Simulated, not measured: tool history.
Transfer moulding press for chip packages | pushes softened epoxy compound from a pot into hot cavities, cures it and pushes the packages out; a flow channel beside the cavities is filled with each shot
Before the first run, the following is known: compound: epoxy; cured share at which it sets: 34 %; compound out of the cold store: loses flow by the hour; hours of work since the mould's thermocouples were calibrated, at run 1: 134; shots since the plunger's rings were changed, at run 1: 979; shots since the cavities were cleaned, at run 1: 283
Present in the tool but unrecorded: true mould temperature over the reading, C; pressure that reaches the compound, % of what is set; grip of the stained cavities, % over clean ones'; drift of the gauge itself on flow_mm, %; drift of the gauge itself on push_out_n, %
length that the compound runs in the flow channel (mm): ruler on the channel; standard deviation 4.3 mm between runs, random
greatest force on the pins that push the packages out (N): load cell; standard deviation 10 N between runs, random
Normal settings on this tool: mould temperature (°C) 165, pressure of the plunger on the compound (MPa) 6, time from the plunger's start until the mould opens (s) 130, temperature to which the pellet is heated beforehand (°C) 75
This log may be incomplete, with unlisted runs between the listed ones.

run,hour,mould temperature (°C),pressure of the plunger on the compound (MPa),time from the plunger's start until the mould opens (s),temperature to which the pellet is heated beforehand (°C),hours of work since the mould's thermocouples were calibrated,shots since the plunger's rings were changed,shots since the cavities were cleaned,incoming compound's hours out of the cold store,length that the compound runs in the flow channel (mm),greatest force on the pins that push the packages out (N)
1,0,165,6,130,75,134,979,283,37.7,538,573
2,15.8,165,6,130,75,142,1090,394,14.5,577,616
3,30.2,165,6,130,65,149,1192,496,12.4,577,640
4,45.8,165,4.64,130,75,157,1301,605,19.1,498,647
# hour 53.1: cavities cleaned with cleaning compound and waxed
5,59.5,165,4.64,130,75,163,1388,45,27,484,464
6,76.5,165,6,166,75,171,1507,164,33.8,532,443
7,86.7,165,6,130,75,177,1579,236,33.5,542,536
8,103.3,165,6,130,75,185,1696,353,20.8,554,581
9,118.9,165,6,130,75,193,1805,462,37.3,531,619
10,131.1,165,6,136,75,199,1891,548,28.1,546,587
11,139.7,165,6,136,75,203,1952,609,30.6,535,613
# hour 145.2: cavities cleaned with cleaning compound and waxed
12,149.7,165,6,136,75,208,2012,32,22.6,549,439
13,161.3,165,6,136,75,213,2093,113,45.6,514,486
14,169.2,165,6,130,75,217,2148,168,45.5,519,528
15,180.5,165,6,130,75,223,2228,248,9.9,563,585
16,197.3,165,7.26,130,66,232,2346,366,26.9,606,595
17,205.3,165,7.26,130,66,236,2403,423,27.7,594,617
18,221.6,165,7.26,130,66,244,2517,537,14.9,619,651
19,235.5,165,5.23,146,83,251,2615,635,22.9,507,558
# hour 238: cavities cleaned with cleaning compound and waxed
20,252.5,165,6,170,68,259,2724,102,46.3,509,440
21,263.8,165,4.79,130,75,264,2803,181,30.8,471,539
# hour 269.4: plunger's sealing rings changed
22,278.9,165,4.79,130,75,271,66,270,13.8,517,590

The next listed run, before its measurement:
23,290.2,165,6,130,79,277,146,350,39.6,?,?

{"run 23": {"length that the compound runs in the flow channel (mm)": 545, "greatest force on the pins that push the packages out (N)": 579}}
Were there no unlogged condition in the tool, this run, its random variation unchanged, would have produced length that the compound runs in the flow channel (mm) 548, greatest force on the pins that push the packages out (N) 461.
